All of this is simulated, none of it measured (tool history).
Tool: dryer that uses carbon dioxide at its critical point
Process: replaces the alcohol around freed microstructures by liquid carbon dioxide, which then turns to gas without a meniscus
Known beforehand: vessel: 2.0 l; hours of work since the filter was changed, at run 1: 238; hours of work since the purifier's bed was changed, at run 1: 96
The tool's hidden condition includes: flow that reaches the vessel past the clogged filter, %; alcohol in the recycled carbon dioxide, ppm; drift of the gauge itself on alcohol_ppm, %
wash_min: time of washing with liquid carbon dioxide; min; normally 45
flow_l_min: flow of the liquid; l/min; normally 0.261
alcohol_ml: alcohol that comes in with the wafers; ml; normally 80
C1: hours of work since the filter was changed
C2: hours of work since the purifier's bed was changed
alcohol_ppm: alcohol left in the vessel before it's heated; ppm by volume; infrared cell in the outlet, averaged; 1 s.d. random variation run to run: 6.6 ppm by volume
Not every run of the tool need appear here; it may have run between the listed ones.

run 1 hour=0 | wash_min=45 flow_l_min=0.261 alcohol_ml=80 | C1=238 C2=96 | alcohol_ppm=380
run 2 hour=19.2 | wash_min=45 flow_l_min=0.261 alcohol_ml=80 | C1=249 C2=107 | alcohol_ppm=379
run 3 hour=33.1 | wash_min=45 flow_l_min=0.261 alcohol_ml=80 | C1=257 C2=114 | alcohol_ppm=376
run 4 hour=49.8 | wash_min=45 flow_l_min=0.174 alcohol_ml=80 | C1=266 C2=124 | alcohol_ppm=1825
run 5 hour=65.8 | wash_min=45 flow_l_min=0.174 alcohol_ml=80 | C1=275 C2=133 | alcohol_ppm=1800
run 6 hour=82.9 | wash_min=53 flow_l_min=0.261 alcohol_ml=80 | C1=285 C2=142 | alcohol_ppm=212
run 7 hour=92.1 | wash_min=53 flow_l_min=0.261 alcohol_ml=80 | C1=290 C2=147 | alcohol_ppm=207
run 8 hour=103.1 | wash_min=53 flow_l_min=0.261 alcohol_ml=80 | C1=296 C2=153 | alcohol_ppm=209
run 9 hour=120.1 | wash_min=45 flow_l_min=0.248 alcohol_ml=80 | C1=305 C2=163 | alcohol_ppm=525
run 10 hour=135.4 | wash_min=45 flow_l_min=0.248 alcohol_ml=48 | C1=314 C2=171 | alcohol_ppm=334
run 11 hour=147.7 | wash_min=45 flow_l_min=0.248 alcohol_ml=48 | C1=321 C2=178 | alcohol_ppm=352
run 12 hour=158.6 | wash_min=45 flow_l_min=0.248 alcohol_ml=48 | C1=327 C2=184 | alcohol_ppm=346
run 13 hour=178.4 | wash_min=45 flow_l_min=0.248 alcohol_ml=48 | C1=338 C2=195 | alcohol_ppm=339
run 14 hour=198.9 | wash_min=32 flow_l_min=0.261 alcohol_ml=80 | C1=349 C2=207 | alcohol_ppm=1517
run 15 hour=218.5 | wash_min=62 flow_l_min=0.261 alcohol_ml=80 | C1=360 C2=218 | alcohol_ppm=155
run 16 hour=233.2 | wash_min=31 flow_l_min=0.404 alcohol_ml=42 | C1=368 C2=226 | alcohol_ppm=223
run 17 hour=242.9 | wash_min=65 flow_l_min=0.232 alcohol_ml=21 | C1=374 C2=231 | alcohol_ppm=124
run 18 hour=252.9 | wash_min=64 flow_l_min=0.232 alcohol_ml=30 | C1=379 C2=237 | alcohol_ppm=144
run 19 hour=262.3 | wash_min=45 flow_l_min=0.329 alcohol_ml=80 | C1=385 C2=242 | alcohol_ppm=208
run 20 hour=275.6 | wash_min=45 flow_l_min=0.329 alcohol_ml=80 | C1=392 C2=250 | alcohol_ppm=215
run 21 hour=289.9 | wash_min=45 flow_l_min=0.204 alcohol_ml=80 | C1=400 C2=258 | alcohol_ppm=1159
run 22 hour=302.8 | wash_min=45 flow_l_min=0.204 alcohol_ml=80 | C1=407 C2=265 | alcohol_ppm=1186
run 23 hour=318.5 | wash_min=45 flow_l_min=0.204 alcohol_ml=80 | C1=416 C2=274 | alcohol_ppm=1177
run 24 hour=332.3 | wash_min=45 flow_l_min=0.296 alcohol_ml=80 | C1=424 C2=281 | alcohol_ppm=307
run 25 hour=353 | wash_min=59 flow_l_min=0.412 alcohol_ml=47 | C1=435 C2=293 | alcohol_ppm=124
run 26 hour=373.4 | wash_min=33 flow_l_min=0.261 alcohol_ml=80 | C1=447 C2=304 | alcohol_ppm=1439
run 27 hour=382.3 | wash_min=40 flow_l_min=0.414 alcohol_ml=110 | C1=451 C2=309 | alcohol_ppm=203
run 28 hour=398.7 | wash_min=40 flow_l_min=0.414 alcohol_ml=110 | C1=461 C2=318 | alcohol_ppm=193

Pick out some run-to-run changes in alcohol_ppm. Of each, how much would a tool without hidden state show as well, from the settings, what came in and chance, and how much is left for the hidden state and any gauge scatter not in both results compared?
Run 3 -> 4: flow_l_min 0.261 -> 0.174. alcohol_ppm +1449 ppm by volume: hidden state +141, all else +1308.
Run 5 -> 6: wash_min 45 -> 53, flow_l_min 0.174 -> 0.261. alcohol_ppm -1588 ppm by volume: hidden state -154, all else -1434.
Run 25 -> 26: wash_min 59 -> 33, flow_l_min 0.412 -> 0.261, alcohol_ml 47 -> 80. alcohol_ppm +1315 ppm by volume: hidden state +237, all else +1078.
Run 26 -> 27: wash_min 33 -> 40, flow_l_min 0.261 -> 0.414, alcohol_ml 80 -> 110. alcohol_ppm -1236 ppm by volume: hidden state -211, all else -1025.
